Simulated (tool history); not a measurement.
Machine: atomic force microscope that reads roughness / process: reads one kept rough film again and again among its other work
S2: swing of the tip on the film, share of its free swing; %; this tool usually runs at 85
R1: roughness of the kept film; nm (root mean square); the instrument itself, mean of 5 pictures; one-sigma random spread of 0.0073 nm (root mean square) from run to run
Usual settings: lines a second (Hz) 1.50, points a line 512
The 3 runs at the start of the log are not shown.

At hour 104.5: new tip fitted.
Run 4, hour 117.6: usual settings but lines a second (Hz) 1.96. Result: R1 1.344 nm (root mean square).
Run 5, hour 157.8: usual settings but lines a second (Hz) 1.96. Result: R1 1.121 nm (root mean square).
At hour 172.3: new tip fitted.
Run 6, hour 212.7: usual settings but lines a second (Hz) 1.96. Result: R1 1.154 nm (root mean square).
At hour 235.3: new tip fitted.
Run 7, hour 245.5: usual settings but lines a second (Hz) 1.96, points a line 610. Result: R1 1.397 nm (root mean square).
Run 8, hour 287.8: usual settings but lines a second (Hz) 1.96, points a line 610. Result: R1 1.134 nm (root mean square).
At hour 301.2: new tip fitted.
Run 9, hour 319.2: usual settings but lines a second (Hz) 1.96, points a line 610. Result: R1 1.317 nm (root mean square).
At hour 364.5: new tip fitted.
Run 10, hour 367.7: usual settings but lines a second (Hz) 0.85. Result: R1 1.627 nm (root mean square).
Run 11, hour 421.7: usual settings but lines a second (Hz) 0.85. Result: R1 1.251 nm (root mean square).
At hour 430.4: new tip fitted.
Run 12, hour 450.1: usual settings but lines a second (Hz) 0.85. Result: R1 1.507 nm (root mean square).
At hour 496.0: new tip fitted.
Run 13, hour 518.9: usual settings but lines a second (Hz) 0.85. Result: R1 1.460 nm (root mean square).
At hour 560.3: new tip fitted.
Run 14, hour 569.8: usual settings but lines a second (Hz) 0.85. Result: R1 1.568 nm (root mean square).
Run 15, hour 601.4: usual settings but lines a second (Hz) 0.85. Result: R1 1.346 nm (root mean square).
At hour 625.0: new tip fitted.
Run 16, hour 648.7: usual settings. Result: R1 1.357 nm (root mean square).
At hour 689.5: new tip fitted.
Run 17, hour 701.0: usual settings but lines a second (Hz) 0.95, points a line 680. Result: R1 1.550 nm (root mean square).
Run 18, hour 751.0: usual settings but lines a second (Hz) 0.95, points a line 536. Result: R1 1.227 nm (root mean square).
At hour 757.0: new tip fitted.
Run 19, hour 815.6: usual settings but lines a second (Hz) 0.95, points a line 536. Result: R1 1.222 nm (root mean square).
At hour 824.6: new tip fitted.
Run 20, hour 863.2: usual settings but S2 72 %, points a line 889. Result: R1 1.387 nm (root mean square).
At hour 889.8: new tip fitted.
Run 21, hour 894.6: usual settings but S2 56 %, points a line 529. Result: R1 1.726 nm (root mean square).
Run 22, hour 948.1: usual settings but lines a second (Hz) 0.66, S2 56 %, points a line 334. Result: R1 1.350 nm (root mean square).
At hour 953.9: new tip fitted.
Run 23, hour 995.0: usual settings but lines a second (Hz) 0.66, S2 56 %, points a line 334. Result: R1 1.433 nm (root mean square).
At hour 1017.0: new tip fitted.
Run 24, hour 1063.0: usual settings but lines a second (Hz) 2.21, S2 63 %, points a line 263. Result: R1 1.311 nm (root mean square).
At hour 1084.4: new tip fitted.
Run 25, hour 1109.2: usual settings but lines a second (Hz) 3.61, points a line 797. Result: R1 1.101 nm (root mean square).
Run 26, hour 1137.0: usual settings but lines a second (Hz) 3.61, points a line 797. Result: R1 0.970 nm (root mean square).

Estimate the outcome of run 27 from the log above:
At hour 1149.9: new tip fitted.
Run 27, hour 1186.4: usual settings but lines a second (Hz) 3.61, points a line 797. Result: R1 ?.

R1: 1.011 nm (root mean square)
The same run, on a tool lacking any hidden state, would have yielded R1 1.256 nm (root mean square).

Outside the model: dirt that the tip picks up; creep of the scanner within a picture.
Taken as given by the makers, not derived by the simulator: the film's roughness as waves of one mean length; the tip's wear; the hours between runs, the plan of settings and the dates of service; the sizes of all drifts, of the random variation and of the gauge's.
